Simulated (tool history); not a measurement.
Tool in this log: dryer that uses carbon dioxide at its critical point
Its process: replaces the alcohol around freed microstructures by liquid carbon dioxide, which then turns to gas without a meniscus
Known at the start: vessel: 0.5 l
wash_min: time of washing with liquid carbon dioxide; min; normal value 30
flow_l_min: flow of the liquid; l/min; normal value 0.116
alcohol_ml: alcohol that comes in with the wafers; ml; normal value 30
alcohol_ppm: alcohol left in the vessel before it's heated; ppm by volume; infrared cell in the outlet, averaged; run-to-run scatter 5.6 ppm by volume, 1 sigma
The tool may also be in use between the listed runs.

{"run": 1, "hour": 0.0, "wash_min": 30, "flow_l_min": 0.116, "alcohol_ml": 30, "alcohol_ppm": 265}
{"run": 2, "hour": 11.0, "wash_min": 30, "flow_l_min": 0.116, "alcohol_ml": 30, "alcohol_ppm": 273}
{"run": 3, "hour": 21.9, "wash_min": 30, "flow_l_min": 0.116, "alcohol_ml": 30, "alcohol_ppm": 277}
{"run": 4, "hour": 38.0, "wash_min": 41, "flow_l_min": 0.116, "alcohol_ml": 30, "alcohol_ppm": 85}
{"run": 5, "hour": 48.4, "wash_min": 41, "flow_l_min": 0.116, "alcohol_ml": 30, "alcohol_ppm": 101}
{"run": 6, "hour": 61.2, "wash_min": 41, "flow_l_min": 0.116, "alcohol_ml": 30, "alcohol_ppm": 100}
{"run": 7, "hour": 76.7, "wash_min": 30, "flow_l_min": 0.163, "alcohol_ml": 30, "alcohol_ppm": 93}
{"run": 8, "hour": 92.9, "wash_min": 30, "flow_l_min": 0.163, "alcohol_ml": 30, "alcohol_ppm": 98}
{"run": 9, "hour": 102.2, "wash_min": 30, "flow_l_min": 0.163, "alcohol_ml": 30, "alcohol_ppm": 100}
{"run": 10, "hour": 115.7, "wash_min": 30, "flow_l_min": 0.163, "alcohol_ml": 30, "alcohol_ppm": 107}
{"run": 11, "hour": 131.6, "wash_min": 18, "flow_l_min": 0.116, "alcohol_ml": 30, "alcohol_ppm": 2381}
{"run": 12, "hour": 140.2, "wash_min": 18, "flow_l_min": 0.116, "alcohol_ml": 30, "alcohol_ppm": 2357}
{"run": 13, "hour": 148.6, "wash_min": 30, "flow_l_min": 0.116, "alcohol_ml": 30, "alcohol_ppm": 360}
{"run": 14, "hour": 157.5, "wash_min": 30, "flow_l_min": 0.116, "alcohol_ml": 30, "alcohol_ppm": 346}
{"run": 15, "hour": 165.0, "wash_min": 30, "flow_l_min": 0.116, "alcohol_ml": 30, "alcohol_ppm": 355}
{"run": 16, "hour": 175.1, "wash_min": 30, "flow_l_min": 0.079, "alcohol_ml": 30, "alcohol_ppm": 1512}
{"run": 17, "hour": 182.2, "wash_min": 26, "flow_l_min": 0.116, "alcohol_ml": 30, "alcohol_ppm": 660}
{"run": 18, "hour": 196.6, "wash_min": 34, "flow_l_min": 0.131, "alcohol_ml": 24, "alcohol_ppm": 140}
{"hour": 204.2, "done": "inlet filter changed"}
{"run": 19, "hour": 205.6, "wash_min": 34, "flow_l_min": 0.072, "alcohol_ml": 33, "alcohol_ppm": 1117}
{"run": 20, "hour": 220.6, "wash_min": 34, "flow_l_min": 0.132, "alcohol_ml": 71, "alcohol_ppm": 177}
{"run": 21, "hour": 227.5, "wash_min": 30, "flow_l_min": 0.102, "alcohol_ml": 103, "alcohol_ppm": 1294}
{"run": 22, "hour": 239.3, "wash_min": 30, "flow_l_min": 0.102, "alcohol_ml": 21, "alcohol_ppm": 332}
{"run": 23, "hour": 248.2, "wash_min": 30, "flow_l_min": 0.102, "alcohol_ml": 21, "alcohol_ppm": 360}
{"run": 24, "hour": 257.5, "wash_min": 23, "flow_l_min": 0.116, "alcohol_ml": 26, "alcohol_ppm": 700}
{"run": 25, "hour": 272.1, "wash_min": 44, "flow_l_min": 0.17, "alcohol_ml": 30, "alcohol_ppm": 108}
{"run": 26, "hour": 282.2, "wash_min": 41, "flow_l_min": 0.116, "alcohol_ml": 59, "alcohol_ppm": 148}
{"run": 27, "hour": 295.6, "wash_min": 30, "flow_l_min": 0.149, "alcohol_ml": 22, "alcohol_ppm": 143}
{"run": 28, "hour": 307.7, "wash_min": 30, "flow_l_min": 0.149, "alcohol_ml": 22, "alcohol_ppm": 142}
{"run": 29, "hour": 314.8, "wash_min": 48, "flow_l_min": 0.179, "alcohol_ml": 88, "alcohol_ppm": 116}
{"run": 30, "hour": 330.4, "wash_min": 27, "flow_l_min": 0.102, "alcohol_ml": 21, "alcohol_ppm": 552}
{"run": 31, "hour": 338.6, "wash_min": 27, "flow_l_min": 0.102, "alcohol_ml": 21, "alcohol_ppm": 576}
{"run": 32, "hour": 354.0, "wash_min": 19, "flow_l_min": 0.116, "alcohol_ml": 30, "alcohol_ppm": 1743}
{"run": 33, "hour": 369.6, "wash_min": 19, "flow_l_min": 0.116, "alcohol_ml": 93, "alcohol_ppm": 5196}
{"run": 34, "hour": 378.2, "wash_min": 18, "flow_l_min": 0.099, "alcohol_ml": 60, "alcohol_ppm": 6680}

Pick out some run-to-run changes in alcohol_ppm. Of each, how much would a tool without hidden state show as well, from the settings, what came in and chance, and how much is left for the hidden state and any gauge scatter not in both results compared?
The hidden state here: flow that reaches the vessel past the clogged filter, %; alcohol in the recycled carbon dioxide, ppm; drift of the gauge itself on alcohol_ppm, %.
Run 10 -> 11: wash_min 30 -> 18, flow_l_min 0.163 -> 0.116. alcohol_ppm +2274 ppm by volume: hidden state +524, all else +1750.
Run 12 -> 13: wash_min 18 -> 30. alcohol_ppm -1997 ppm by volume: hidden state -435, all else -1562.
Run 32 -> 33: alcohol_ml 30 -> 93. alcohol_ppm +3453 ppm by volume: hidden state +489, all else +2964.
